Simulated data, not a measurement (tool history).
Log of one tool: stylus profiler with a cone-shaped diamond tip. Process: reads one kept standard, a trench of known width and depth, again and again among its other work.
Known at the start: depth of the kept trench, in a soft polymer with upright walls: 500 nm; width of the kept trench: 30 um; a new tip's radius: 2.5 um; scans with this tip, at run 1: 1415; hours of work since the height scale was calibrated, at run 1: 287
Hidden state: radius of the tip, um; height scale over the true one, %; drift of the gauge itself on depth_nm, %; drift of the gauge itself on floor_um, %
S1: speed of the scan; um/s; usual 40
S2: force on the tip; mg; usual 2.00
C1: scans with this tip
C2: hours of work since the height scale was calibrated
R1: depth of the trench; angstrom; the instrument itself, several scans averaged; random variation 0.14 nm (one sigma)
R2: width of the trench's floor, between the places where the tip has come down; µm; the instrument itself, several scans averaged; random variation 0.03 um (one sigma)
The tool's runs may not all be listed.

{"run": 1, "hour": 0.0, "S1": 40, "S2": 2.0, "C1": 1415, "C2": 287, "R1": 5031.4, "R2": 26.49}
{"run": 2, "hour": 10.5, "S1": 40, "S2": 2.0, "C1": 1454, "C2": 295, "R1": 5031.1, "R2": 26.45}
{"run": 3, "hour": 23.4, "S1": 40, "S2": 2.0, "C1": 1502, "C2": 305, "R1": 5031.2, "R2": 26.45}
{"run": 4, "hour": 30.5, "S1": 40, "S2": 2.0, "C1": 1528, "C2": 310, "R1": 5031.0, "R2": 26.46}
{"run": 5, "hour": 43.4, "S1": 111, "S2": 2.0, "C1": 1576, "C2": 320, "R1": 5031.2, "R2": 26.07}
{"run": 6, "hour": 52.4, "S1": 111, "S2": 2.0, "C1": 1610, "C2": 327, "R1": 5032.1, "R2": 26.07}
{"run": 7, "hour": 63.4, "S1": 40, "S2": 2.0, "C1": 1650, "C2": 335, "R1": 5031.9, "R2": 26.42}
{"run": 8, "hour": 77.0, "S1": 40, "S2": 1.07, "C1": 1701, "C2": 345, "R1": 5013.7, "R2": 26.37}
{"run": 9, "hour": 87.6, "S1": 40, "S2": 2.0, "C1": 1740, "C2": 353, "R1": 5029.9, "R2": 26.38}
{"run": 10, "hour": 96.6, "S1": 40, "S2": 2.0, "C1": 1774, "C2": 360, "R1": 5027.2, "R2": 26.37}
{"run": 11, "hour": 111.0, "S1": 40, "S2": 2.0, "C1": 1827, "C2": 371, "R1": 5027.9, "R2": 26.4}
{"run": 12, "hour": 126.1, "S1": 40, "S2": 2.0, "C1": 1883, "C2": 382, "R1": 5028.3, "R2": 26.36}
{"run": 13, "hour": 141.2, "S1": 40, "S2": 2.0, "C1": 1939, "C2": 394, "R1": 5029.1, "R2": 26.36}
{"run": 14, "hour": 156.7, "S1": 21, "S2": 2.0, "C1": 1997, "C2": 405, "R1": 5030.0, "R2": 26.45}
{"run": 15, "hour": 165.6, "S1": 30, "S2": 1.58, "C1": 2030, "C2": 412, "R1": 5026.8, "R2": 26.35}
{"run": 16, "hour": 178.8, "S1": 40, "S2": 2.1, "C1": 2079, "C2": 422, "R1": 5031.3, "R2": 26.3}
{"run": 17, "hour": 191.8, "S1": 20, "S2": 0.71, "C1": 2127, "C2": 432, "R1": 5007.5, "R2": 26.36}
{"run": 18, "hour": 205.1, "S1": 16, "S2": 1.98, "C1": 2176, "C2": 442, "R1": 5026.0, "R2": 26.42}
{"run": 19, "hour": 213.6, "S1": 40, "S2": 1.33, "C1": 2208, "C2": 448, "R1": 5018.4, "R2": 26.25}
{"run": 20, "hour": 221.5, "S1": 40, "S2": 1.33, "C1": 2237, "C2": 454, "R1": 5018.0, "R2": 26.27}
{"hour": 223.2, "done": "height scale calibrated on a step standard"}
{"run": 21, "hour": 234.9, "S1": 40, "S2": 1.33, "C1": 2285, "C2": 9, "R1": 5011.3, "R2": 26.27}
{"run": 22, "hour": 242.1, "S1": 31, "S2": 0.83, "C1": 2312, "C2": 14, "R1": 5004.1, "R2": 26.27}
{"run": 23, "hour": 249.9, "S1": 31, "S2": 0.83, "C1": 2341, "C2": 20, "R1": 5006.1, "R2": 26.29}
{"hour": 253.7, "done": "height scale calibrated on a step standard, once more"}
{"run": 24, "hour": 260.2, "S1": 56, "S2": 2.43, "C1": 2377, "C2": 5, "R1": 5040.6, "R2": 26.16}
{"run": 25, "hour": 267.9, "S1": 56, "S2": 2.43, "C1": 2406, "C2": 11, "R1": 5042.8, "R2": 26.22}
{"run": 26, "hour": 281.0, "S1": 56, "S2": 2.43, "C1": 2454, "C2": 21, "R1": 5043.8, "R2": 26.17}
{"run": 27, "hour": 290.4, "S1": 56, "S2": 2.43, "C1": 2489, "C2": 28, "R1": 5041.7, "R2": 26.16}
{"run": 28, "hour": 306.8, "S1": 68, "S2": 1.02, "C1": 2550, "C2": 40, "R1": 5022.4, "R2": 25.96}

Forecast each of these 3 alternatives for the next run:
{"run": "A", "hour": 316.3, "S1": 60, "S2": 0.8, "C1": 2585, "C2": 47, "R1": "?", "R2": "?"}
{"run": "B", "hour": 316.3, "S1": 56, "S2": 0.75, "C1": 2585, "C2": 47, "R1": "?", "R2": "?"}
{"run": "C", "hour": 316.3, "S1": 124, "S2": 2.01, "C1": 2585, "C2": 47, "R1": "?", "R2": "?"}

run=A R1=5020.2 R2=26.00
run=B R1=5017.1 R2=25.93
run=C R1=5035.5 R2=25.82
Without the tool's hidden state the same runs would have given:
run=A R1=5022.7 R2=26.56
run=B R1=5019.6 R2=26.49
run=C R1=5038.0 R2=26.38

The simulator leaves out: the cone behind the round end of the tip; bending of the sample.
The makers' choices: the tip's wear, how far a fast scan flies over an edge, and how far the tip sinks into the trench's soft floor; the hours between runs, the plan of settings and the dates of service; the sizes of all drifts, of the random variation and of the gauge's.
